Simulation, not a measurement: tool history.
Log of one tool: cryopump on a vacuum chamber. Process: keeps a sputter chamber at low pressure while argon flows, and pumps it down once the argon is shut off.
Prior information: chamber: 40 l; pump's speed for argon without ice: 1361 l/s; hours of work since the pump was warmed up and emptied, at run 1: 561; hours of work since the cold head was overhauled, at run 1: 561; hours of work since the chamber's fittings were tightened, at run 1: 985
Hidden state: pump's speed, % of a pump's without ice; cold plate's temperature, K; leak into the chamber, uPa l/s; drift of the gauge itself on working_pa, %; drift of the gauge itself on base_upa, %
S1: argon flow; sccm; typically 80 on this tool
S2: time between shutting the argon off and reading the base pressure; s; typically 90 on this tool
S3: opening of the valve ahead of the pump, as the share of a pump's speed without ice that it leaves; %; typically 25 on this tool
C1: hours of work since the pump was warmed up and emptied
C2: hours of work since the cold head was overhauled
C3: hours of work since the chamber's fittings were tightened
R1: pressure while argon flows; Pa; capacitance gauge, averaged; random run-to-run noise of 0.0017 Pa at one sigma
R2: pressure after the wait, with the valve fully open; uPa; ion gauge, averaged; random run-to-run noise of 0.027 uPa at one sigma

run,day,S1,S2,S3,C1,C2,C3,R1,R2
1,0,80,90,25,561,561,985,0.4305,1.58
2,3.975,80,90,25,634,634,1058,0.4369,1.64
3,8.438,80,90,25,717,717,1140,0.4412,1.61
4,12.846,80,90,25,798,798,1221,0.4513,1.7
# day 14.442: pump warmed up, emptied and cooled again
5,15.054,80,90,25,11,834,1258,0.3994,1.44
6,18.262,80,90,25,70,893,1317,0.4011,1.5
7,20.333,80,90,25,108,931,1355,0.4029,1.51
8,24.533,80,90,25,186,1009,1432,0.408,1.61
9,28.279,80,90,25,254,1078,1501,0.4113,1.58
10,32.012,80,90,25,323,1146,1570,0.4138,1.63
11,34.483,80,90,25,369,1192,1615,0.4172,1.62
12,38.562,80,90,34,444,1267,1690,0.3137,1.75
13,40.846,80,90,34,486,1309,1732,0.3176,1.74
14,43.112,80,90,25,527,1350,1774,0.4286,1.76
15,46.3,80,70,25,586,1409,1832,0.4318,2.08
16,48.208,80,70,25,621,1444,1868,0.4332,2.09
17,52.717,80,70,25,704,1527,1950,0.4411,2.15
18,54.704,76,33,15,740,1563,1987,0.6748,3.69
19,57.842,80,90,59,798,1621,2045,0.2191,2.02
# day 59.596: pump warmed up, emptied and cooled again
20,60.679,50,90,19,20,1669,2093,0.328,1.64
21,62.746,50,90,19,58,1707,2131,0.328,1.68
22,66.146,48,23,42,120,1770,2194,0.1464,4.72
23,70.483,51,166,38,200,1850,2273,0.1738,1.29
24,74.65,51,201,55,277,1926,2350,0.1241,1.23
25,76.95,141,138,25,319,1969,2392,0.7292,1.47
26,81.346,80,279,25,400,2049,2473,0.4194,1.19
27,85.917,84,27,33,484,2134,2557,0.3437,4.15
28,87.908,137,93,21,521,2170,2594,0.866,1.95
29,92.429,102,80,19,604,2253,2677,0.7074,2.18
# day 93.946: leaking fittings of the chamber tightened, without venting
30,95.517,102,80,19,659,2309,29,0.717,1.46
31,99.458,68,90,52,731,2381,101,0.1988,1.34
32,102.312,68,90,52,784,2433,154,0.204,1.36
# day 104.892: pump warmed up, emptied and cooled again
33,105.633,113,88,52,14,2491,211,0.2759,1.31
34,109.117,39,53,52,78,2555,275,0.0965,2.01

Hidden state or all else? Some run-to-run changes of R1, split into what the settings, what came in and random variation would give without the hidden state, and what is left for the hidden state (with any gauge scatter that isn't in both results):
Run 4 -> 5: pump warmed up, emptied and cooled again. R1 -0.0519 Pa: hidden state -0.0488, all else -0.0031.
Run 19 -> 20: S1 80 -> 50, S3 59 -> 19, pump warmed up, emptied and cooled again. R1 +0.1089 Pa: hidden state -0.0488, all else +0.1577.
Run 24 -> 25: S1 51 -> 141, S2 201 -> 138, S3 55 -> 25. R1 +0.6051 Pa: hidden state +0.02, all else +0.5851.
Run 27 -> 28: S1 84 -> 137, S2 27 -> 93, S3 33 -> 21. R1 +0.5223 Pa: hidden state +0.0215, all else +0.5008.
Run 30 -> 31: S1 102 -> 68, S2 80 -> 90, S3 19 -> 52. R1 -0.5182 Pa: hidden state -0.012, all else -0.5062.
Run 32 -> 33: S1 68 -> 113, S2 90 -> 88, pump warmed up, emptied and cooled again. R1 +0.0719 Pa: hidden state -0.0357, all else +0.1076.

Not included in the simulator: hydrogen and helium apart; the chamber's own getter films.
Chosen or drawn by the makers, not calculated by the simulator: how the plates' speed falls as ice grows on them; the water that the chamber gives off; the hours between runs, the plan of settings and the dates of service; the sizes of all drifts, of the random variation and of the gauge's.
